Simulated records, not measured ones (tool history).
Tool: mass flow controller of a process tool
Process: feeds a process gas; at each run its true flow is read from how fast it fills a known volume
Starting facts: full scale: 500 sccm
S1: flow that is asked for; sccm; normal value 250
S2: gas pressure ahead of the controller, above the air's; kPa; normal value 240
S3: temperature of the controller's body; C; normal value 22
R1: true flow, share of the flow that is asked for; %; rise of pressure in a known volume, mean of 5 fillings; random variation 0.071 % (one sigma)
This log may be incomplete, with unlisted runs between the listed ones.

{"run": 1, "hour": 0.0, "S1": 250, "S2": 240, "S3": 22, "R1": 100.02}
{"run": 2, "hour": 204.6, "S1": 63, "S2": 240, "S3": 22, "R1": 99.79}
{"run": 3, "hour": 464.2, "S1": 63, "S2": 240, "S3": 22, "R1": 99.64}
{"run": 4, "hour": 652.6, "S1": 250, "S2": 240, "S3": 22, "R1": 99.83}
{"run": 5, "hour": 854.3, "S1": 131, "S2": 240, "S3": 22, "R1": 99.61}
{"run": 6, "hour": 1058.0, "S1": 250, "S2": 240, "S3": 22, "R1": 99.75}
{"run": 7, "hour": 1195.9, "S1": 250, "S2": 231, "S3": 22, "R1": 99.71}
{"run": 8, "hour": 1451.1, "S1": 250, "S2": 231, "S3": 22, "R1": 99.6}
{"run": 9, "hour": 1670.0, "S1": 250, "S2": 231, "S3": 22, "R1": 99.53}
{"run": 10, "hour": 1866.4, "S1": 250, "S2": 240, "S3": 29, "R1": 98.81}
{"run": 11, "hour": 2088.2, "S1": 250, "S2": 240, "S3": 22, "R1": 99.3}
{"run": 12, "hour": 2248.5, "S1": 250, "S2": 240, "S3": 22, "R1": 99.39}
{"run": 13, "hour": 2360.2, "S1": 250, "S2": 240, "S3": 22, "R1": 99.48}
{"run": 14, "hour": 2534.9, "S1": 250, "S2": 240, "S3": 22, "R1": 99.31}
{"run": 15, "hour": 2803.9, "S1": 250, "S2": 240, "S3": 22, "R1": 99.2}
{"run": 16, "hour": 2971.8, "S1": 250, "S2": 240, "S3": 22, "R1": 99.06}
{"run": 17, "hour": 3129.7, "S1": 250, "S2": 240, "S3": 23, "R1": 99.16}
{"run": 18, "hour": 3336.4, "S1": 250, "S2": 240, "S3": 23, "R1": 99.11}
{"run": 19, "hour": 3485.5, "S1": 250, "S2": 240, "S3": 23, "R1": 99.06}
{"run": 20, "hour": 3741.5, "S1": 250, "S2": 240, "S3": 23, "R1": 98.93}
{"run": 21, "hour": 3929.2, "S1": 250, "S2": 240, "S3": 22, "R1": 98.86}
{"run": 22, "hour": 4131.1, "S1": 250, "S2": 240, "S3": 22, "R1": 98.84}
{"run": 23, "hour": 4351.8, "S1": 250, "S2": 240, "S3": 22, "R1": 98.85}
{"run": 24, "hour": 4464.5, "S1": 250, "S2": 183, "S3": 22, "R1": 99.02}
{"run": 25, "hour": 4574.0, "S1": 289, "S2": 248, "S3": 22, "R1": 98.89}
{"run": 26, "hour": 4817.5, "S1": 289, "S2": 248, "S3": 27, "R1": 98.22}
{"run": 27, "hour": 5065.9, "S1": 58, "S2": 186, "S3": 27, "R1": 98.34}
{"run": 28, "hour": 5295.0, "S1": 58, "S2": 186, "S3": 27, "R1": 98.42}
{"run": 29, "hour": 5537.5, "S1": 58, "S2": 170, "S3": 27, "R1": 99.69}
{"run": 30, "hour": 5723.5, "S1": 250, "S2": 240, "S3": 32, "R1": 99.1}
{"run": 31, "hour": 5865.5, "S1": 304, "S2": 178, "S3": 32, "R1": 99.18}
{"run": 32, "hour": 5976.4, "S1": 111, "S2": 178, "S3": 32, "R1": 99.02}
{"run": 33, "hour": 6117.6, "S1": 111, "S2": 250, "S3": 32, "R1": 98.87}
{"run": 34, "hour": 6336.1, "S1": 111, "S2": 250, "S3": 32, "R1": 98.88}
{"run": 35, "hour": 6506.7, "S1": 113, "S2": 187, "S3": 32, "R1": 98.96}
{"run": 36, "hour": 6684.1, "S1": 156, "S2": 218, "S3": 33, "R1": 98.63}
{"run": 37, "hour": 6936.9, "S1": 156, "S2": 218, "S3": 33, "R1": 98.5}
{"run": 38, "hour": 7134.9, "S1": 325, "S2": 173, "S3": 33, "R1": 98.87}
{"run": 39, "hour": 7377.1, "S1": 54, "S2": 211, "S3": 33, "R1": 98.38}
{"run": 40, "hour": 7515.5, "S1": 81, "S2": 182, "S3": 22, "R1": 99.39}
{"run": 41, "hour": 7674.1, "S1": 81, "S2": 182, "S3": 22, "R1": 99.57}
{"run": 42, "hour": 7834.7, "S1": 250, "S2": 238, "S3": 34, "R1": 98.37}
{"run": 43, "hour": 7961.4, "S1": 393, "S2": 261, "S3": 22, "R1": 99.31}
{"run": 44, "hour": 8184.7, "S1": 335, "S2": 224, "S3": 33, "R1": 98.29}
{"run": 45, "hour": 8301.4, "S1": 285, "S2": 240, "S3": 27, "R1": 98.81}
{"run": 46, "hour": 8529.4, "S1": 272, "S2": 154, "S3": 22, "R1": 99.44}
{"run": 47, "hour": 8723.7, "S1": 272, "S2": 154, "S3": 22, "R1": 99.27}
{"run": 48, "hour": 8938.5, "S1": 252, "S2": 229, "S3": 28, "R1": 98.4}

Not shown here: 2 entries made in the log between runs. Locate each between two listed runs and compare the hidden state at the listed run before it with the hidden state at the listed run after it:
From run 28 to run 29: gauge calibrated (hour 5310.0)
  drift of the gauge itself on true_pct, %: -1.37 -> -0.06
  measured less the result without the state, R1: -1.32 -> -0.02 %
From run 37 to run 38: controller exchanged for a calibrated one (hour 7117.5)
  flow at rest that the sensor doesn't see, % of full scale: 0.002 -> 0; true flow over the shown one, %: 0.03 -> 0; drift of the gauge itself on true_pct, %: -0.42 -> -0.47
  measured less the result without the state, R1: -0.37 -> -0.46 %

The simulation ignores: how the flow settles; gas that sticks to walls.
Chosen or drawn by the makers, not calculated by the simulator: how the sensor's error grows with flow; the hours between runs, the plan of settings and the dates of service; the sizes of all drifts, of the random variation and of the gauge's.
